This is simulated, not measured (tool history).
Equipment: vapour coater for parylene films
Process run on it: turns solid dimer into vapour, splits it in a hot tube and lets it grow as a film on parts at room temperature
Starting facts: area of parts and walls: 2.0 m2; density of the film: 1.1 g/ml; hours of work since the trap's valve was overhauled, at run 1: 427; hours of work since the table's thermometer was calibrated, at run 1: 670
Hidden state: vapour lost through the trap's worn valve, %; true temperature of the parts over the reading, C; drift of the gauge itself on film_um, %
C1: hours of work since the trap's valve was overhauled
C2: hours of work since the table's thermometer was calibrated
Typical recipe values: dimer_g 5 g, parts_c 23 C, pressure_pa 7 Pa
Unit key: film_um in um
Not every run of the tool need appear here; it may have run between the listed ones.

Run 1, day 0: usual settings; C1 427; C2 670. Result: film_um 1.07 um.
Run 2, day 1.971: usual settings; C1 467; C2 710. Result: film_um 1.11 um.
Run 3, day 3.704: usual settings; C1 502; C2 745. Result: film_um 1.08 um.
At day 5.579: trap's valve overhauled.
Run 4, day 6.062: usual settings; C1 10; C2 790. Result: film_um 1.07 um.
Run 5, day 7.35: usual settings; C1 36; C2 816. Result: film_um 1.08 um.
Run 6, day 8.754: usual settings but dimer_g 7 g; C1 65; C2 845. Result: film_um 1.5 um.
Run 7, day 10.625: usual settings but dimer_g 7 g; C1 103; C2 883. Result: film_um 1.5 um.
Run 8, day 12.746: usual settings but dimer_g 7 g; C1 146; C2 926. Result: film_um 1.49 um.
Run 9, day 14.462: usual settings but dimer_g 7 g; C1 181; C2 961. Result: film_um 1.49 um.
Run 10, day 16.225: usual settings but pressure_pa 7.04 Pa; C1 217; C2 997. Result: film_um 1.07 um.
Run 11, day 17.771: usual settings but pressure_pa 7.04 Pa; C1 248; C2 1028. Result: film_um 1.07 um.
Run 12, day 19.104: usual settings but pressure_pa 7.04 Pa; C1 275; C2 1055. Result: film_um 1.08 um.
Run 13, day 20.754: usual settings but dimer_g 3 g; C1 309; C2 1089. Result: film_um 0.63 um.
Run 14, day 22.55: usual settings but dimer_g 4 g; C1 346; C2 1126. Result: film_um 0.84 um.
Run 15, day 23.796: usual settings but dimer_g 4 g; C1 371; C2 1151. Result: film_um 0.85 um.
Run 16, day 25.204: usual settings but pressure_pa 6.04 Pa; C1 400; C2 1180. Result: film_um 1.08 um.
Run 17, day 26.917: usual settings but pressure_pa 6.04 Pa; C1 435; C2 1214. Result: film_um 1.09 um.
Run 18, day 28.771: usual settings but pressure_pa 6.04 Pa; C1 472; C2 1252. Result: film_um 1.08 um.
Run 19, day 31.058: usual settings; C1 519; C2 1299. Result: film_um 1.06 um.
At day 32.1: trap's valve overhauled.
Run 20, day 33.092: usual settings but pressure_pa 2.27 Pa; C1 20; C2 1337. Result: film_um 1.2 um.
Run 21, day 35.05: usual settings but pressure_pa 2.27 Pa; C1 60; C2 1377. Result: film_um 1.22 um.
Run 22, day 36.112: usual settings but pressure_pa 2.27 Pa; C1 82; C2 1398. Result: film_um 1.22 um.
Run 23, day 37.696: usual settings; C1 114; C2 1431. Result: film_um 1.07 um.
Run 24, day 39.908: usual settings but dimer_g 4 g, parts_c 19 C, pressure_pa 10.95 Pa; C1 159; C2 1476. Result: film_um 0.91 um.
Run 25, day 41.408: usual settings but dimer_g 8 g, parts_c 26 C, pressure_pa 9.53 Pa; C1 190; C2 1506. Result: film_um 1.55 um.
Run 26, day 43.392: usual settings but dimer_g 7 g, parts_c 25 C, pressure_pa 10.2 Pa; C1 230; C2 1547. Result: film_um 1.38 um.
Run 27, day 44.412: usual settings but dimer_g 2 g, parts_c 25 C, pressure_pa 4.84 Pa; C1 251; C2 1567. Result: film_um 0.42 um.
Run 28, day 45.962: usual settings but dimer_g 2 g, parts_c 25 C, pressure_pa 4.84 Pa; C1 282; C2 1599. Result: film_um 0.42 um.
Run 29, day 47.158: usual settings but dimer_g 8 g, parts_c 17 C, pressure_pa 3.31 Pa; C1 307; C2 1623. Result: film_um 2.13 um.
Run 30, day 48.8: usual settings but dimer_g 3 g, parts_c 26 C, pressure_pa 4.71 Pa; C1 340; C2 1657. Result: film_um 0.61 um.
Run 31, day 50.938: usual settings but dimer_g 8 g, parts_c 24 C, pressure_pa 5.87 Pa; C1 384; C2 1700. Result: film_um 1.7 um.
Run 32, day 52.183: usual settings but dimer_g 8 g, parts_c 24 C, pressure_pa 5.87 Pa; C1 409; C2 1726. Result: film_um 1.74 um.
Run 33, day 53.217: usual settings but dimer_g 6 g, pressure_pa 8.04 Pa; C1 430; C2 1747. Result: film_um 1.27 um.
Run 34, day 54.529: usual settings but dimer_g 6 g, pressure_pa 7.43 Pa; C1 457; C2 1773. Result: film_um 1.28 um.
Run 35, day 55.829: usual settings but dimer_g 6 g, pressure_pa 7.43 Pa; C1 483; C2 1800. Result: film_um 1.27 um.
Run 36, day 58.038: usual settings but dimer_g 3 g, parts_c 21 C, pressure_pa 7.43 Pa; C1 528; C2 1845. Result: film_um 0.66 um.
At day 58.671: trap's valve overhauled.
Run 37, day 59.267: usual settings but parts_c 19 C, pressure_pa 9.11 Pa; C1 12; C2 1866. Result: film_um 1.14 um.
Run 38, day 60.679: usual settings but dimer_g 9 g, parts_c 24 C; C1 41; C2 1895. Result: film_um 1.9 um.
Run 39, day 61.629: usual settings but dimer_g 9 g, parts_c 24 C; C1 60; C2 1915. Result: film_um 1.87 um.
Run 40, day 63.754: usual settings but parts_c 35 C, pressure_pa 3.71 Pa; C1 104; C2 1958. Result: film_um 0.88 um.
At day 65.9: table's thermometer calibrated.
Run 41, day 65.979: usual settings but parts_c 16 C, pressure_pa 7.79 Pa; C1 148; C2 2. Result: film_um 1.29 um.
Run 42, day 67.217: usual settings but dimer_g 3 g, parts_c 24 C; C1 173; C2 27. Result: film_um 0.64 um.
Run 43, day 69.025: usual settings but dimer_g 3 g, parts_c 24 C; C1 210; C2 64. Result: film_um 0.61 um.
Run 44, day 70.779: usual settings but dimer_g 7 g, pressure_pa 4.7 Pa; C1 246; C2 99. Result: film_um 1.56 um.
Run 45, day 72.2: usual settings but dimer_g 4 g, pressure_pa 4.7 Pa; C1 275; C2 128. Result: film_um 0.9 um.
Run 46, day 74.325: usual settings but dimer_g 6 g, pressure_pa 4.7 Pa; C1 318; C2 172. Result: film_um 1.33 um.

Take each entry between the runs: how does the hidden state at the last listed run before it differ from the hidden state at the first listed run after it?
In the gap between runs 3 and 4: trap's valve overhauled (day 5.579)
  vapour lost through the trap's worn valve, %: 0.4 -> 0
In the gap between runs 19 and 20: trap's valve overhauled (day 32.1)
  vapour lost through the trap's worn valve, %: 0.4 -> 0
In the gap between runs 36 and 37: trap's valve overhauled (day 58.671)
  vapour lost through the trap's worn valve, %: 0.4 -> 0
In the gap between runs 40 and 41: table's thermometer calibrated (day 65.9)
  true temperature of the parts over the reading, C: 0.05 -> 0
